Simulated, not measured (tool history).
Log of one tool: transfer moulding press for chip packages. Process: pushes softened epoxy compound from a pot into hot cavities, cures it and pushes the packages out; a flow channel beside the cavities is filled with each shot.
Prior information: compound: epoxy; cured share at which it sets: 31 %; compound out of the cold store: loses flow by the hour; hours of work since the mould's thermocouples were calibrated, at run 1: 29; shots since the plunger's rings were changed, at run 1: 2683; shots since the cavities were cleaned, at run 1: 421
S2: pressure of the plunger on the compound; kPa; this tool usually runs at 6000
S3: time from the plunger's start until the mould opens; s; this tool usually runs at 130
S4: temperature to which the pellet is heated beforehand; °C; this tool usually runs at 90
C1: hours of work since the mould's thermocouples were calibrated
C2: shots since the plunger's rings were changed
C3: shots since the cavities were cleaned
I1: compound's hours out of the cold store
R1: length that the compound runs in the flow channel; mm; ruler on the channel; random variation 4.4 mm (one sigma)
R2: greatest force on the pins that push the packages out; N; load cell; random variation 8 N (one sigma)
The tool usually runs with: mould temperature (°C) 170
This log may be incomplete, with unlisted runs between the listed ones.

run 1 day=0.000 | mould_temperature_(°C)=170 S2=6000 S3=130 S4=90 | C1=29 C2=2683 C3=421 | I1=24.4 | R1=968 R2=514
-- day=0.850 cavities cleaned with cleaning compound and waxed
-- day=3.300 cavities cleaned with cleaning compound and waxed
run 2 day=4.125 | mould_temperature_(°C)=170 S2=6000 S3=135 S4=90 | C1=100 C2=3712 C3=212 | I1=10.7 | R1=1005 R2=427
-- day=5.625 cavities cleaned with cleaning compound and waxed
-- day=8.062 cavities cleaned with cleaning compound and waxed
run 3 day=8.254 | mould_temperature_(°C)=170 S2=6470 S3=130 S4=90 | C1=170 C2=4743 C3=49 | I1=19.7 | R1=995 R2=374
-- day=8.971 plunger's sealing rings changed
-- day=10.612 cavities cleaned with cleaning compound and waxed
run 4 day=11.808 | mould_temperature_(°C)=170 S2=6470 S3=130 S4=90 | C1=230 C2=714 C3=308 | I1=26.3 | R1=1014 R2=450
-- day=12.888 cavities cleaned with cleaning compound and waxed
run 5 day=14.025 | mould_temperature_(°C)=170 S2=6470 S3=130 S4=90 | C1=268 C2=1268 C3=292 | I1=41.0 | R1=960 R2=457
-- day=15.467 cavities cleaned with cleaning compound and waxed
run 6 day=17.508 | mould_temperature_(°C)=170 S2=6470 S3=130 S4=90 | C1=328 C2=2149 C3=526 | I1=33.6 | R1=981 R2=526
-- day=17.950 cavities cleaned with cleaning compound and waxed
-- day=20.221 cavities cleaned with cleaning compound and waxed
run 7 day=20.346 | mould_temperature_(°C)=170 S2=6470 S3=130 S4=90 | C1=376 C2=2847 C3=32 | I1=44.9 | R1=936 R2=351
-- day=22.671 cavities cleaned with cleaning compound and waxed
run 8 day=24.212 | mould_temperature_(°C)=170 S2=6470 S3=130 S4=90 | C1=443 C2=3826 C3=396 | I1=11.5 | R1=1037 R2=496
-- day=25.117 cavities cleaned with cleaning compound and waxed
-- day=27.429 cavities cleaned with cleaning compound and waxed
-- day=28.508 plunger's sealing rings changed
run 9 day=28.625 | mould_temperature_(°C)=170 S2=6470 S3=130 S4=90 | C1=517 C2=30 C3=282 | I1=17.7 | R1=1057 R2=467
-- day=30.133 cavities cleaned with cleaning compound and waxed
-- day=32.467 cavities cleaned with cleaning compound and waxed
run 10 day=32.467 | mould_temperature_(°C)=170 S2=6470 S3=130 S4=90 | C1=583 C2=987 C3=0 | I1=44.8 | R1=953 R2=346
-- day=34.925 cavities cleaned with cleaning compound and waxed
run 11 day=36.371 | mould_temperature_(°C)=170 S2=6470 S3=130 S4=90 | C1=651 C2=1976 C3=373 | I1=17.4 | R1=1025 R2=467
-- day=37.388 cavities cleaned with cleaning compound and waxed
run 12 day=39.429 | mould_temperature_(°C)=170 S2=6470 S3=130 S4=90 | C1=704 C2=2747 C3=526 | I1=32.1 | R1=968 R2=527
-- day=39.708 cavities cleaned with cleaning compound and waxed
-- day=41.004 mould's thermocouples calibrated
run 13 day=41.679 | mould_temperature_(°C)=170 S2=6470 S3=130 S4=90 | C1=12 C2=3288 C3=486 | I1=22.6 | R1=1009 R2=531
-- day=42.296 cavities cleaned with cleaning compound and waxed
run 14 day=44.412 | mould_temperature_(°C)=175 S2=6000 S3=130 S4=81 | C1=59 C2=3975 C3=544 | I1=9.1 | R1=993 R2=473
-- day=44.679 cavities cleaned with cleaning compound and waxed
-- day=47.050 cavities cleaned with cleaning compound and waxed
run 15 day=47.050 | mould_temperature_(°C)=175 S2=6000 S3=130 S4=81 | C1=103 C2=4622 C3=0 | I1=40.5 | R1=886 R2=306
-- day=48.092 plunger's sealing rings changed
-- day=49.412 cavities cleaned with cleaning compound and waxed
run 16 day=51.404 | mould_temperature_(°C)=177 S2=4600 S3=152 S4=90 | C1=177 C2=837 C3=512 | I1=26.2 | R1=834 R2=443

What will run 17 give?
-- day=51.750 cavities cleaned with cleaning compound and waxed
-- day=54.121 cavities cleaned with cleaning compound and waxed
run 17 day=55.638 | mould_temperature_(°C)=173 S2=6000 S3=130 S4=90 | C1=250 C2=1894 C3=390 | I1=45.0 | R1=? R2=?

Run 17 came out at R1 894 mm, R2 450 N.
The same run, on a tool lacking any hidden state, would have yielded R1 914 mm, R2 323 N.
